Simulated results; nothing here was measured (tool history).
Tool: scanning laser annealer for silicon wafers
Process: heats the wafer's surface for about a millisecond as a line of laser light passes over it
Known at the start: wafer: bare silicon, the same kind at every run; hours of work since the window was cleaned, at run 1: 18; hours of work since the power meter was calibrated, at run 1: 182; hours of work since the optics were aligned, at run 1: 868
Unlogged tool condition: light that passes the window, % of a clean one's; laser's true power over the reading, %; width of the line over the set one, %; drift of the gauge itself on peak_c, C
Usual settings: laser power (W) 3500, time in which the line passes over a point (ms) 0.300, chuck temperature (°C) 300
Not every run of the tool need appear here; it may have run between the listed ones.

run   hour  laser power (W)  time in which the line passes over a point (ms)  chuck temperature (°C)  hours of work since the window was cleaned  hours of work since the power meter was calibrated  hours of work since the optics were aligned  highest temperature of the surface (°C)
  1    0.0             3500                                            0.300                     300                                          18                                                 182                                          868                                     1111
  2   10.0             3500                                            0.300                     300                                          26                                                 190                                          876                                     1109
  3   21.4             3500                                            0.300                     300                                          35                                                 199                                          885                                     1111
  4   31.6             3781                                            0.300                     300                                          43                                                 207                                          893                                     1181
  5   37.9             3781                                            0.300                     300                                          48                                                 212                                          898                                     1177
  6   46.7             3781                                            0.300                     300                                          55                                                 219                                          905                                     1173
  7   55.4             3261                                            0.300                     300                                          62                                                 226                                          911                                     1054
  8   63.7             3261                                            0.300                     300                                          68                                                 232                                          918                                     1053
  9   72.1             3261                                            0.300                     300                                          75                                                 239                                          925                                     1049
 10   79.8             3500                                            0.300                     300                                          81                                                 245                                          931                                     1109
 11   86.2             3500                                            0.300                     300                                          86                                                 250                                          936                                     1107
 12   91.3             3500                                            0.300                     300                                          90                                                 254                                          940                                     1106
 13   96.2             3500                                            0.300                     300                                          94                                                 258                                          943                                     1110
 14  105.7             3726                                            0.319                     277                                         101                                                 265                                          951                                     1163
 15  110.8             3726                                            0.319                     277                                         105                                                 269                                          955                                     1163
 16  115.6             3500                                            0.377                     264                                         109                                                 273                                          959                                     1165
 17  121.5             3273                                            0.300                     331                                         114                                                 278                                          963                                     1085
 18  127.7             3273                                            0.300                     331                                         118                                                 283                                          968                                     1081
 19  134.7             3148                                            0.283                     279                                         124                                                 288                                          974                                      981
 20  146.1             3656                                            0.214                     318                                         133                                                 297                                          983                                     1031
 21  152.2             3656                                            0.214                     318                                         138                                                 302                                          987                                     1030
 22  160.5             3656                                            0.212                     330                                         144                                                 308                                          994                                     1038
 23  171.2             3656                                            0.212                     330                                         153                                                 317                                         1002                                     1037
 24  180.0             3500                                            0.300                     320                                         160                                                 324                                         1009                                     1124
 25  191.5             3500                                            0.373                     264                                         169                                                 333                                         1018                                     1155

Some steps in highest temperature of the surface (°C) between neighbouring runs. How much of each would the tool show without its hidden state too (settings, what came in, random variation), and how much is left for the hidden state, with any gauge scatter that isn't in both results?
Run 6 -> 7: laser power (W) 3781 -> 3261. highest temperature of the surface (°C) -119: hidden state +1, all else -120.
Run 16 -> 17: laser power (W) 3500 -> 3273, time in which the line passes over a point (ms) 0.377 -> 0.300, chuck temperature (°C) 264 -> 331. highest temperature of the surface (°C) -80: hidden state +3, all else -83.
Run 18 -> 19: laser power (W) 3273 -> 3148, time in which the line passes over a point (ms) 0.300 -> 0.283, chuck temperature (°C) 331 -> 279. highest temperature of the surface (°C) -100: hidden state +1, all else -101.
Run 24 -> 25: time in which the line passes over a point (ms) 0.300 -> 0.373, chuck temperature (°C) 320 -> 264. highest temperature of the surface (°C) +31: hidden state -3, all else +34.
